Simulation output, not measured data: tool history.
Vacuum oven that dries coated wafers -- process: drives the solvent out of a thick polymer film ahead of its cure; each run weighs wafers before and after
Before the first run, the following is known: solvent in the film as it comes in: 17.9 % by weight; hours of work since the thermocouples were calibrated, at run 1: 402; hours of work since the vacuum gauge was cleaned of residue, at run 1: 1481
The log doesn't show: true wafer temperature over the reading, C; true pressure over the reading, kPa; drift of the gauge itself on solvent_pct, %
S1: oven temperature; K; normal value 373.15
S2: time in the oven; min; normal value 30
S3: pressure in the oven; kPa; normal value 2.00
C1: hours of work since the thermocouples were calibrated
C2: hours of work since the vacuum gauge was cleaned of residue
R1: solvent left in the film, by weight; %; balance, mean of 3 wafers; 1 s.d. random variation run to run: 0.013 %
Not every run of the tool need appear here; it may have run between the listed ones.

run 1 hour=0.0 | S1=373.15 S2=30 S3=2.00 | C1=402 C2=1481 | R1=1.58
run 2 hour=89.7 | S1=373.15 S2=30 S3=2.00 | C1=447 C2=1526 | R1=1.59
run 3 hour=188.8 | S1=373.15 S2=30 S3=5.68 | C1=498 C2=1577 | R1=2.22
run 4 hour=244.3 | S1=373.15 S2=30 S3=2.00 | C1=526 C2=1605 | R1=1.58
run 5 hour=314.3 | S1=373.15 S2=30 S3=2.00 | C1=562 C2=1640 | R1=1.58
run 6 hour=392.2 | S1=373.15 S2=30 S3=2.00 | C1=601 C2=1680 | R1=1.59
run 7 hour=470.7 | S1=373.15 S2=30 S3=2.00 | C1=641 C2=1720 | R1=1.57
run 8 hour=520.1 | S1=373.15 S2=30 S3=2.00 | C1=666 C2=1745 | R1=1.58
-- hour=599.5 oven's thermocouples calibrated
run 9 hour=599.5 | S1=373.15 S2=30 S3=2.00 | C1=0 C2=1785 | R1=1.57
run 10 hour=686.7 | S1=373.15 S2=30 S3=2.00 | C1=44 C2=1829 | R1=1.58
run 11 hour=752.8 | S1=373.15 S2=30 S3=2.00 | C1=78 C2=1863 | R1=1.59
run 12 hour=797.6 | S1=373.15 S2=31 S3=2.00 | C1=101 C2=1885 | R1=1.49
run 13 hour=855.7 | S1=373.15 S2=36 S3=2.00 | C1=130 C2=1915 | R1=1.11
run 14 hour=933.3 | S1=373.15 S2=36 S3=2.00 | C1=170 C2=1954 | R1=1.08
run 15 hour=1020.5 | S1=373.15 S2=36 S3=2.00 | C1=214 C2=1999 | R1=1.10
run 16 hour=1092.5 | S1=373.15 S2=36 S3=2.00 | C1=251 C2=2035 | R1=1.13
run 17 hour=1187.0 | S1=373.15 S2=36 S3=1.29 | C1=299 C2=2084 | R1=0.98
run 18 hour=1260.3 | S1=373.15 S2=36 S3=1.29 | C1=336 C2=2121 | R1=0.98
run 19 hour=1342.9 | S1=373.15 S2=30 S3=2.00 | C1=378 C2=2163 | R1=1.61
run 20 hour=1430.4 | S1=373.15 S2=30 S3=2.00 | C1=423 C2=2207 | R1=1.57
run 21 hour=1471.5 | S1=373.15 S2=30 S3=2.00 | C1=444 C2=2228 | R1=1.58
run 22 hour=1570.1 | S1=373.15 S2=30 S3=2.00 | C1=494 C2=2278 | R1=1.58
run 23 hour=1638.5 | S1=373.15 S2=30 S3=2.00 | C1=529 C2=2313 | R1=1.57
run 24 hour=1680.7 | S1=373.15 S2=25 S3=2.00 | C1=550 C2=2335 | R1=2.21
run 25 hour=1730.2 | S1=373.15 S2=25 S3=2.67 | C1=575 C2=2360 | R1=2.32
run 26 hour=1812.2 | S1=373.15 S2=42 S3=2.65 | C1=617 C2=2402 | R1=0.95
run 27 hour=1877.0 | S1=373.15 S2=42 S3=2.65 | C1=650 C2=2435 | R1=0.95
run 28 hour=1959.3 | S1=385.15 S2=23 S3=2.71 | C1=692 C2=2476 | R1=0.66
-- hour=1983.9 oven's thermocouples calibrated
run 29 hour=2045.2 | S1=385.15 S2=23 S3=2.71 | C1=31 C2=2519 | R1=0.65
run 30 hour=2124.3 | S1=386.15 S2=44 S3=2.58 | C1=71 C2=2559 | R1=0.30
run 31 hour=2166.7 | S1=369.15 S2=44 S3=1.30 | C1=93 C2=2581 | R1=1.10
run 32 hour=2230.3 | S1=369.15 S2=44 S3=1.30 | C1=125 C2=2613 | R1=1.12
-- hour=2283.5 vacuum gauge cleaned of residue and calibrated
run 33 hour=2283.5 | S1=370.15 S2=51 S3=1.03 | C1=152 C2=0 | R1=0.64
run 34 hour=2328.4 | S1=368.15 S2=18 S3=5.18 | C1=175 C2=23 | R1=5.66
run 35 hour=2401.9 | S1=373.15 S2=27 S3=2.90 | C1=212 C2=60 | R1=2.05
run 36 hour=2492.4 | S1=373.15 S2=25 S3=3.96 | C1=258 C2=106 | R1=2.53
run 37 hour=2583.8 | S1=368.15 S2=31 S3=2.00 | C1=304 C2=153 | R1=2.60
run 38 hour=2672.6 | S1=373.15 S2=53 S3=1.40 | C1=350 C2=198 | R1=0.45
run 39 hour=2765.8 | S1=368.15 S2=53 S3=1.40 | C1=397 C2=245 | R1=0.88
run 40 hour=2824.8 | S1=370.15 S2=21 S3=2.00 | C1=427 C2=275 | R1=3.75
run 41 hour=2877.0 | S1=363.15 S2=30 S3=6.47 | C1=454 C2=302 | R1=5.18
run 42 hour=2939.6 | S1=363.15 S2=30 S3=6.47 | C1=485 C2=334 | R1=5.17
run 43 hour=2997.7 | S1=384.15 S2=49 S3=6.44 | C1=515 C2=363 | R1=0.85
run 44 hour=3096.0 | S1=367.15 S2=16 S3=1.91 | C1=565 C2=413 | R1=6.10
run 45 hour=3170.0 | S1=367.15 S2=16 S3=1.91 | C1=603 C2=451 | R1=6.06
run 46 hour=3216.4 | S1=379.15 S2=19 S3=3.99 | C1=626 C2=475 | R1=2.11
run 47 hour=3302.2 | S1=373.15 S2=16 S3=2.00 | C1=670 C2=518 | R1=4.17

Each row is a separate what-if for the run after 47, all from the same tool condition, not one after another. Results?
-- hour=3371.8 oven's thermocouples calibrated
run A hour=3386.0 | S1=373.15 S2=30 S3=1.55 | C1=7 C2=560 | R1=?
-- hour=3371.8 oven's thermocouples calibrated
run B hour=3386.0 | S1=370.15 S2=24 S3=1.31 | C1=7 C2=560 | R1=?
-- hour=3371.8 oven's thermocouples calibrated
run C hour=3386.0 | S1=373.15 S2=29 S3=2.27 | C1=7 C2=560 | R1=?

run=A R1=1.48
run=B R1=3.01
run=C R1=1.72
With no hidden state in the tool, these same runs would have given:
run=A R1=1.48
run=B R1=3.00
run=C R1=1.72

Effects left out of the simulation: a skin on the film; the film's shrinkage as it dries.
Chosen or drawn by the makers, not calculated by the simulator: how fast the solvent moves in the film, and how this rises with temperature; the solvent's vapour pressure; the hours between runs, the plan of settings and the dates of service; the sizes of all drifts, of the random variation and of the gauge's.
